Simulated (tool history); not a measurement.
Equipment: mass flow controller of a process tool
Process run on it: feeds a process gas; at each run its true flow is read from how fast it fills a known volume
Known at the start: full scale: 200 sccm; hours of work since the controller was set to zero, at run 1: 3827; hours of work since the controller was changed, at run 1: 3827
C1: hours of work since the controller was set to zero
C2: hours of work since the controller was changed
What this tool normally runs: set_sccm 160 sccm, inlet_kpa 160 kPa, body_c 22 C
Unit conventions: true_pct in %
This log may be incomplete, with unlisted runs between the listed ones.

run 1 hour=0 | set_sccm=160 inlet_kpa=160 body_c=22 | C1=3827 C2=3827 | true_pct=102.52
run 2 hour=263.4 | set_sccm=160 inlet_kpa=160 body_c=22 | C1=3912 C2=3912 | true_pct=102.7
-- hour=602.9 controller's zero set anew
run 3 hour=768.4 | set_sccm=160 inlet_kpa=160 body_c=22 | C1=54 C2=4076 | true_pct=101.37
run 4 hour=1042.1 | set_sccm=160 inlet_kpa=160 body_c=22 | C1=142 C2=4164 | true_pct=101.49
run 5 hour=1432.1 | set_sccm=160 inlet_kpa=230 body_c=22 | C1=268 C2=4291 | true_pct=101.68
run 6 hour=1827 | set_sccm=160 inlet_kpa=160 body_c=20 | C1=396 C2=4418 | true_pct=101.68
run 7 hour=2103.1 | set_sccm=90 inlet_kpa=160 body_c=22 | C1=486 C2=4508 | true_pct=101.73
run 8 hour=2573 | set_sccm=160 inlet_kpa=205 body_c=22 | C1=638 C2=4660 | true_pct=101.99
run 9 hour=3001.6 | set_sccm=160 inlet_kpa=205 body_c=22 | C1=777 C2=4799 | true_pct=102.11
run 10 hour=3417.7 | set_sccm=39 inlet_kpa=160 body_c=22 | C1=911 C2=4933 | true_pct=102.6
run 11 hour=3676.1 | set_sccm=160 inlet_kpa=160 body_c=22 | C1=995 C2=5017 | true_pct=102.04
run 12 hour=4032.7 | set_sccm=160 inlet_kpa=160 body_c=22 | C1=1110 C2=5133 | true_pct=102.12
run 13 hour=4294.7 | set_sccm=160 inlet_kpa=160 body_c=22 | C1=1195 C2=5217 | true_pct=102.12
run 14 hour=4777.1 | set_sccm=160 inlet_kpa=160 body_c=22 | C1=1351 C2=5374 | true_pct=102.36
run 15 hour=5251.3 | set_sccm=189 inlet_kpa=214 body_c=24 | C1=1505 C2=5527 | true_pct=102.74
run 16 hour=5656.4 | set_sccm=189 inlet_kpa=214 body_c=24 | C1=1636 C2=5658 | true_pct=102.9
run 17 hour=5952.6 | set_sccm=160 inlet_kpa=160 body_c=25 | C1=1732 C2=5754 | true_pct=102.75
run 18 hour=6427.9 | set_sccm=41 inlet_kpa=200 body_c=24 | C1=1886 C2=5908 | true_pct=104.49
run 19 hour=6811.8 | set_sccm=28 inlet_kpa=161 body_c=29 | C1=2010 C2=6032 | true_pct=105.89
run 20 hour=7181.5 | set_sccm=142 inlet_kpa=230 body_c=27 | C1=2130 C2=6152 | true_pct=103.38
run 21 hour=7466.5 | set_sccm=67 inlet_kpa=267 body_c=23 | C1=2222 C2=6244 | true_pct=104.25
run 22 hour=7994.8 | set_sccm=67 inlet_kpa=267 body_c=23 | C1=2393 C2=6415 | true_pct=104.36
run 23 hour=8497 | set_sccm=67 inlet_kpa=267 body_c=23 | C1=2556 C2=6578 | true_pct=104.65
run 24 hour=8768.2 | set_sccm=160 inlet_kpa=259 body_c=33 | C1=2644 C2=6666 | true_pct=104.32
run 25 hour=9077.1 | set_sccm=160 inlet_kpa=259 body_c=33 | C1=2744 C2=6766 | true_pct=104.49
run 26 hour=9406.4 | set_sccm=160 inlet_kpa=259 body_c=33 | C1=2850 C2=6872 | true_pct=104.38
run 27 hour=9779.4 | set_sccm=160 inlet_kpa=177 body_c=26 | C1=2971 C2=6993 | true_pct=103.67
run 28 hour=10025.8 | set_sccm=160 inlet_kpa=177 body_c=26 | C1=3051 C2=7073 | true_pct=103.78

Forecast each of these 3 alternatives for the next run:
run A hour=10362.9 | set_sccm=160 inlet_kpa=180 body_c=22 | C1=3160 C2=7182 | true_pct=?
run B hour=10362.9 | set_sccm=68 inlet_kpa=159 body_c=26 | C1=3160 C2=7182 | true_pct=?
run C hour=10362.9 | set_sccm=179 inlet_kpa=177 body_c=22 | C1=3160 C2=7182 | true_pct=?

run=A true_pct=103.7
run=B true_pct=105.09
run=C true_pct=103.64
Take away the tool's hidden state, keep each run's random variation, and the runs would have read:
run=A true_pct=99.62
run=B true_pct=99.55
run=C true_pct=99.68
